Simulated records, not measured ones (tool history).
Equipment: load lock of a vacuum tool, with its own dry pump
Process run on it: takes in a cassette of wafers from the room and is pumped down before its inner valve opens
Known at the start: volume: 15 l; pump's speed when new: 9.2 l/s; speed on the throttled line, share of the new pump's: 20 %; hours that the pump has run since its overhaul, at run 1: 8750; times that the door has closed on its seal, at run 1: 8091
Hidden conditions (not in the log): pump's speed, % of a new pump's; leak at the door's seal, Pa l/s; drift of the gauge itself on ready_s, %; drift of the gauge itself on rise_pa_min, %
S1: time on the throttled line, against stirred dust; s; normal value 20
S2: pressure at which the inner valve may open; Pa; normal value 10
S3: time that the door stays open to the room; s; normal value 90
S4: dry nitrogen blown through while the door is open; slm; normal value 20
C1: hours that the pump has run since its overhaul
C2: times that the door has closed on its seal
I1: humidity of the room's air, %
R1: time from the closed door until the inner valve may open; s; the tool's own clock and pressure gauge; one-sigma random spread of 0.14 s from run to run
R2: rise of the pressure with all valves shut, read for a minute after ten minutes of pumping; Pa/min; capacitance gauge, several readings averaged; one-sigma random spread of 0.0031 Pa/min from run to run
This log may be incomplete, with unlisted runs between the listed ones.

run 1 hour=0.0 | S1=20 S2=10 S3=90 S4=20 | C1=8750 C2=8091 | I1=44.7 | R1=31.9 R2=0.164
run 2 hour=364.4 | S1=20 S2=10 S3=59 S4=20 | C1=9115 C2=9553 | I1=45.2 | R1=31.8 R2=0.156
run 3 hour=602.8 | S1=20 S2=10 S3=59 S4=20 | C1=9353 C2=10509 | I1=47.0 | R1=31.8 R2=0.163
run 4 hour=956.3 | S1=20 S2=10 S3=90 S4=20 | C1=9707 C2=11927 | I1=44.7 | R1=32.0 R2=0.212
run 5 hour=1164.2 | S1=20 S2=10 S3=90 S4=20 | C1=9915 C2=12761 | I1=42.6 | R1=32.1 R2=0.210
run 6 hour=1533.0 | S1=20 S2=10 S3=90 S4=20 | C1=10283 C2=14240 | I1=49.3 | R1=32.1 R2=0.249
run 7 hour=1722.4 | S1=20 S2=10 S3=90 S4=20 | C1=10473 C2=15000 | I1=46.2 | R1=32.3 R2=0.258
run 8 hour=1957.6 | S1=20 S2=10 S3=90 S4=20 | C1=10708 C2=15943 | I1=44.3 | R1=31.9 R2=0.262
run 9 hour=2129.7 | S1=22 S2=15 S3=90 S4=20 | C1=10880 C2=16633 | I1=47.3 | R1=32.8 R2=0.281

Forecast run 10:
run 10 hour=2373.4 | S1=22 S2=15 S3=90 S4=20 | C1=11124 C2=17611 | I1=44.9 | R1=? R2=?

{"run 10": {"R1": 33.0, "R2": 0.294}}
Without the tool's hidden state the same run would have given R1 32.0 s, R2 0.092 Pa/min.

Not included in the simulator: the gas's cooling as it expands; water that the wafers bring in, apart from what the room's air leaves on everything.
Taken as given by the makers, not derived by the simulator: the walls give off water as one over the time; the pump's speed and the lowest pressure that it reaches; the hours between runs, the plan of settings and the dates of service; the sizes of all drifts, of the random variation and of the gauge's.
